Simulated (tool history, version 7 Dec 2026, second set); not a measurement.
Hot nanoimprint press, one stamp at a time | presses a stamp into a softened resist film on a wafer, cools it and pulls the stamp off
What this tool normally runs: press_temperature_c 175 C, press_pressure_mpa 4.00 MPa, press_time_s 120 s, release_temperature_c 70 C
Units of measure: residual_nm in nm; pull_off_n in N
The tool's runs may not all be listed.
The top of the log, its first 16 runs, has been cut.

run     day  press_temperature_c  press_pressure_mpa  press_time_s  release_temperature_c  residual_nm  pull_off_n
 17  31.700                  175                2.45           107                     70        309.2         240
 18  33.833                  183                4.00           103                     70        198.1         245
 19  36.483                  165                4.00           103                     58        345.4         266
     37.125  -- plate thermocouple calibrated
 20  38.558                  165                4.00           103                     58        351.9         271
     39.254  -- stamp cleaned and given a new release coat
 21  39.933                  165                4.00           103                     58        353.7         250
 22  41.071                  175                2.98           120                     70        280.0         233
 23  42.458                  175                5.15            83                     75        253.6         223
 24  43.733                  175                5.15           144                     56        206.6         255
 25  46.238                  175                4.46            93                     70        256.6         241
 26  47.404                  178                5.23           132                     64        189.2         250
 27  48.875                  178                5.23            93                     74        217.6         240
 28  50.504                  178                3.52            93                     69        254.5         249
 29  52.192                  178                3.52            93                     69        256.1         255
     53.050  -- stamp cleaned and given a new release coat
 30  54.229                  178                3.52            93                     69        255.5         233

Branching from run 30: 3 alternative next runs. What would each branch give?
     56.438  -- plate thermocouple calibrated
  A  56.438                  183                4.00           120                     70            ?           ?
     56.438  -- plate thermocouple calibrated
  B  56.438                  178                3.48            93                     69            ?           ?
     56.438  -- plate thermocouple calibrated
  C  56.438                  166                3.01           120                     58            ?           ?

run  residual_nm  pull_off_n
  A        193.0         239
  B        265.7         239
  C        364.3         253
With no hidden state in the tool, these same runs would have given:
run  residual_nm  pull_off_n
  A        187.4         234
  B        259.8         233
  C        359.2         247

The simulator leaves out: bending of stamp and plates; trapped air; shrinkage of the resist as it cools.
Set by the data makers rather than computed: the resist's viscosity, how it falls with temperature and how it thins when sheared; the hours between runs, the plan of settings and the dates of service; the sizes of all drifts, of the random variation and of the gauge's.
